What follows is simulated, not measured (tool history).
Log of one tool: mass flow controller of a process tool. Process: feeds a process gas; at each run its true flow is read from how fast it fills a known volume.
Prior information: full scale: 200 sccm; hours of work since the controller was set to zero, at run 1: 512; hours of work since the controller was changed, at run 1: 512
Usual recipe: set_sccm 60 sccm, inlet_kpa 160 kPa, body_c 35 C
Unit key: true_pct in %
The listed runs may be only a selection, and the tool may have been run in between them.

run	day	set_sccm	inlet_kpa	body_c	hours of work since the controller was set to zero	hours of work since the controller was changed	true_pct
1	0.000	60	160	35	512	512	97.68
2	9.717	60	160	35	587	587	97.62
3	30.812	60	160	23	750	750	99.18
4	48.146	45	160	35	883	883	98.09
5	67.408	45	160	35	1031	1031	98.20
6	82.783	45	160	39	1150	1150	97.98
7	97.625	45	160	39	1264	1264	98.00
8	109.342	24	232	22	1354	1354	101.10
9	122.679	60	252	35	1457	1457	98.51
10	140.438	60	252	35	1594	1594	98.57
11	150.725	60	252	35	1673	1673	98.67
12	161.846	136	176	23	1758	1758	100.67
13	180.717	36	177	33	1904	1904	99.79

Below are 3 alternative next runs, each starting from the tool's condition after run 13. Predict each:
A	202.462	60	160	34	2071	2071	?
B	202.462	88	160	35	2071	2071	?
C	202.462	155	145	21	2071	2071	?

run	true_pct
A	99.22
B	99.17
C	101.21
Without the tool's hidden state the same runs would have given:
run	true_pct
A	96.67
B	97.20
C	99.77
